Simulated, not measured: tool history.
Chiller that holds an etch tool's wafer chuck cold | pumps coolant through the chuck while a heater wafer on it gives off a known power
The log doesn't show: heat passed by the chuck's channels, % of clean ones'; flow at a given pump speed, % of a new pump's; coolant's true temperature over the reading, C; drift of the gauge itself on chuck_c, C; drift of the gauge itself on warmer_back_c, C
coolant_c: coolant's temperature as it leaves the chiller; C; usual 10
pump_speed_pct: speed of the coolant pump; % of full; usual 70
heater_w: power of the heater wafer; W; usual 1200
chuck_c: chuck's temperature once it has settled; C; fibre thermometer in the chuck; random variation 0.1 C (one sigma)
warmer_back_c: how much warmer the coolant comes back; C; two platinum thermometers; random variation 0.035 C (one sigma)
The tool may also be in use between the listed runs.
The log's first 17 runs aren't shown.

run,hour,coolant_c,pump_speed_pct,heater_w,hours since the coolant was changed and the channels were flushed,hours since the pump was overhauled,hours since the chiller's thermometer was calibrated,chuck_c,warmer_back_c
# hour 2084.8: coolant changed, channels flushed
18,2152.4,10,65,1327,68,3178,1477,23.8,7.32
19,2311,0,99,834,226,3336,1635,6.1,3.01
20,2465.5,0,99,834,381,3491,1790,6.3,3.03
21,2572,0,67,834,487,3597,1896,8.6,4.52
22,2694.6,8,78,813,610,3720,2019,15.6,3.8
23,2772.8,5,67,1327,688,3798,2097,18.7,7.21
24,2883.7,3,71,601,799,3909,2208,9,3.09
25,3055.6,2,70,1200,971,4081,2380,14.3,6.21
26,3228.7,0,100,1200,1144,4254,2553,9.3,4.37
27,3398.3,9,89,1200,1313,4424,2722,19.3,4.93

The next listed run, before its measurement:
28,3544.1,11,70,614,1459,4570,2868,?,?

{"run 28": {"chuck_c": 17.4, "warmer_back_c": 3.16}}
Without the tool's hidden state the same run would have given chuck_c 16.7 C, warmer_back_c 2.85 C.
